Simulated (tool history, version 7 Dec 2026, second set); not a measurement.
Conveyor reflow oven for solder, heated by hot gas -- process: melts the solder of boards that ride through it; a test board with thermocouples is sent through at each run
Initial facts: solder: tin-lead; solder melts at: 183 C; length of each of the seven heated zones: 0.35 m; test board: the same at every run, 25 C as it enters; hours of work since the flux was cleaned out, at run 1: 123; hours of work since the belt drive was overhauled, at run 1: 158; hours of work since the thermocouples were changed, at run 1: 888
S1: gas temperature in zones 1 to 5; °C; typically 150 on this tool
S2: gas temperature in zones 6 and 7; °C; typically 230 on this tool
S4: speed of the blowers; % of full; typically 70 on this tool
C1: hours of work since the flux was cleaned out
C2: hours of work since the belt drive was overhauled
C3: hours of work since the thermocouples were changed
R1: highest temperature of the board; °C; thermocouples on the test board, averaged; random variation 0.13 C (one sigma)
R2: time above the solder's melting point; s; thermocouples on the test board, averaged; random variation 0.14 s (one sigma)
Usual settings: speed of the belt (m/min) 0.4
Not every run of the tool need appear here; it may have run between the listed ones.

{"run": 1, "hour": 0.0, "S1": 150, "S2": 230, "speed of the belt (m/min)": 0.4, "S4": 70, "C1": 123, "C2": 158, "C3": 888, "R1": 213.9, "R2": 82.2}
{"run": 2, "hour": 11.5, "S1": 150, "S2": 230, "speed of the belt (m/min)": 0.4, "S4": 70, "C1": 130, "C2": 165, "C3": 895, "R1": 213.7, "R2": 82.3}
{"run": 3, "hour": 30.1, "S1": 150, "S2": 230, "speed of the belt (m/min)": 0.4, "S4": 87, "C1": 141, "C2": 176, "C3": 906, "R1": 216.5, "R2": 86.3}
{"run": 4, "hour": 40.4, "S1": 150, "S2": 230, "speed of the belt (m/min)": 0.4, "S4": 87, "C1": 148, "C2": 182, "C3": 912, "R1": 216.5, "R2": 86.6}
{"run": 5, "hour": 52.5, "S1": 150, "S2": 230, "speed of the belt (m/min)": 0.4, "S4": 70, "C1": 155, "C2": 189, "C3": 919, "R1": 213.7, "R2": 82.1}
{"hour": 71.0, "done": "flux residue cleaned out of gas plates and filters"}
{"run": 6, "hour": 72.7, "S1": 150, "S2": 230, "speed of the belt (m/min)": 0.327, "S4": 70, "C1": 1, "C2": 198, "C3": 928, "R1": 218.5, "R2": 108.9}
{"run": 7, "hour": 92.0, "S1": 150, "S2": 230, "speed of the belt (m/min)": 0.327, "S4": 70, "C1": 13, "C2": 210, "C3": 940, "R1": 218.3, "R2": 108.9}
{"run": 8, "hour": 109.8, "S1": 150, "S2": 230, "speed of the belt (m/min)": 0.327, "S4": 70, "C1": 23, "C2": 220, "C3": 950, "R1": 218.5, "R2": 108.8}
{"run": 9, "hour": 124.7, "S1": 150, "S2": 230, "speed of the belt (m/min)": 0.327, "S4": 70, "C1": 32, "C2": 229, "C3": 959, "R1": 218.3, "R2": 108.8}
{"run": 10, "hour": 134.3, "S1": 150, "S2": 230, "speed of the belt (m/min)": 0.4, "S4": 55, "C1": 38, "C2": 235, "C3": 965, "R1": 210.4, "R2": 76.8}
{"hour": 141.0, "done": "thermocouples of zones 6 and 7 changed"}
{"run": 11, "hour": 145.7, "S1": 150, "S2": 230, "speed of the belt (m/min)": 0.4, "S4": 55, "C1": 43, "C2": 240, "C3": 3, "R1": 213.2, "R2": 80.1}
{"run": 12, "hour": 164.7, "S1": 150, "S2": 230, "speed of the belt (m/min)": 0.4, "S4": 55, "C1": 55, "C2": 252, "C3": 14, "R1": 213.2, "R2": 80}
{"run": 13, "hour": 175.6, "S1": 150, "S2": 230, "speed of the belt (m/min)": 0.4, "S4": 55, "C1": 61, "C2": 258, "C3": 21, "R1": 212.9, "R2": 80.1}
{"run": 14, "hour": 190.9, "S1": 150, "S2": 230, "speed of the belt (m/min)": 0.4, "S4": 55, "C1": 70, "C2": 267, "C3": 30, "R1": 212.8, "R2": 80}
{"run": 15, "hour": 202.5, "S1": 150, "S2": 230, "speed of the belt (m/min)": 0.4, "S4": 55, "C1": 77, "C2": 274, "C3": 37, "R1": 212.8, "R2": 80.1}
{"run": 16, "hour": 213.7, "S1": 150, "S2": 230, "speed of the belt (m/min)": 0.4, "S4": 55, "C1": 84, "C2": 281, "C3": 43, "R1": 212.8, "R2": 79.7}
{"run": 17, "hour": 223.3, "S1": 150, "S2": 230, "speed of the belt (m/min)": 0.4, "S4": 55, "C1": 90, "C2": 287, "C3": 49, "R1": 212.7, "R2": 80.1}
{"run": 18, "hour": 239.0, "S1": 150, "S2": 230, "speed of the belt (m/min)": 0.4, "S4": 55, "C1": 99, "C2": 296, "C3": 58, "R1": 212.7, "R2": 79.9}
{"run": 19, "hour": 249.5, "S1": 153, "S2": 230, "speed of the belt (m/min)": 0.349, "S4": 55, "C1": 105, "C2": 302, "C3": 65, "R1": 216.9, "R2": 100.7}
{"run": 20, "hour": 264.7, "S1": 150, "S2": 236, "speed of the belt (m/min)": 0.416, "S4": 70, "C1": 114, "C2": 311, "C3": 74, "R1": 220.3, "R2": 85.5}
{"run": 21, "hour": 279.8, "S1": 140, "S2": 234, "speed of the belt (m/min)": 0.396, "S4": 70, "C1": 123, "C2": 320, "C3": 83, "R1": 218.1, "R2": 82.4}
{"run": 22, "hour": 299.4, "S1": 150, "S2": 230, "speed of the belt (m/min)": 0.451, "S4": 63, "C1": 135, "C2": 332, "C3": 94, "R1": 210.9, "R2": 68.3}
{"run": 23, "hour": 320.3, "S1": 150, "S2": 230, "speed of the belt (m/min)": 0.451, "S4": 63, "C1": 147, "C2": 345, "C3": 107, "R1": 211.1, "R2": 68.2}
{"run": 24, "hour": 334.9, "S1": 150, "S2": 230, "speed of the belt (m/min)": 0.451, "S4": 63, "C1": 156, "C2": 353, "C3": 116, "R1": 211, "R2": 68.1}
{"run": 25, "hour": 345.4, "S1": 150, "S2": 230, "speed of the belt (m/min)": 0.4, "S4": 85, "C1": 162, "C2": 359, "C3": 122, "R1": 218.6, "R2": 87.9}
{"hour": 351.8, "done": "flux residue cleaned out of gas plates and filters"}
{"run": 26, "hour": 359.8, "S1": 150, "S2": 230, "speed of the belt (m/min)": 0.4, "S4": 85, "C1": 5, "C2": 365, "C3": 127, "R1": 218.8, "R2": 88.7}
{"run": 27, "hour": 369.1, "S1": 150, "S2": 230, "speed of the belt (m/min)": 0.4, "S4": 85, "C1": 10, "C2": 371, "C3": 133, "R1": 218.8, "R2": 88.5}
{"run": 28, "hour": 387.5, "S1": 150, "S2": 230, "speed of the belt (m/min)": 0.4, "S4": 85, "C1": 21, "C2": 382, "C3": 144, "R1": 218.7, "R2": 88.4}
{"run": 29, "hour": 408.4, "S1": 144, "S2": 230, "speed of the belt (m/min)": 0.409, "S4": 55, "C1": 34, "C2": 394, "C3": 156, "R1": 210.6, "R2": 71.8}
{"run": 30, "hour": 422.1, "S1": 150, "S2": 244, "speed of the belt (m/min)": 0.412, "S4": 55, "C1": 42, "C2": 402, "C3": 165, "R1": 223.5, "R2": 88.7}
{"run": 31, "hour": 437.2, "S1": 162, "S2": 241, "speed of the belt (m/min)": 0.321, "S4": 55, "C1": 51, "C2": 411, "C3": 174, "R1": 229.9, "R2": 130}

Hidden state at the last listed run before each entry between runs and at the first one after, where it differs:
From run 5 to run 6: flux residue cleaned out of gas plates and filters (hour 71)
  heat that the gas passes to the board, % of a clean oven's: 97.4 -> 99.8; belt's true speed, % of the reading: 99.7 -> 99.69; true gas temperature in zones 6 and 7 over the reading, C: -3.38 -> -3.41
  measured less the result without the state, R1: -3.4 -> -3.1 °C; R2: -3.4 -> -2.7 s
From run 10 to run 11: thermocouples of zones 6 and 7 changed (hour 141)
  heat that the gas passes to the board, % of a clean oven's: 99.3 -> 99.2; belt's true speed, % of the reading: 99.64 -> 99.63; true gas temperature in zones 6 and 7 over the reading, C: -3.54 -> -0.43
  measured less the result without the state, R1: -3 -> -0.4 °C; R2: -3.5 -> -0.2 s
From run 25 to run 26: flux residue cleaned out of gas plates and filters (hour 351.8)
  heat that the gas passes to the board, % of a clean oven's: 97.6 -> 99.5; belt's true speed, % of the reading: 99.46 -> 99.45; true gas temperature in zones 6 and 7 over the reading, C: -0.86 -> -0.88
  measured less the result without the state, R1: -1.1 -> -0.8 °C; R2: -0.6 -> -0.2 s

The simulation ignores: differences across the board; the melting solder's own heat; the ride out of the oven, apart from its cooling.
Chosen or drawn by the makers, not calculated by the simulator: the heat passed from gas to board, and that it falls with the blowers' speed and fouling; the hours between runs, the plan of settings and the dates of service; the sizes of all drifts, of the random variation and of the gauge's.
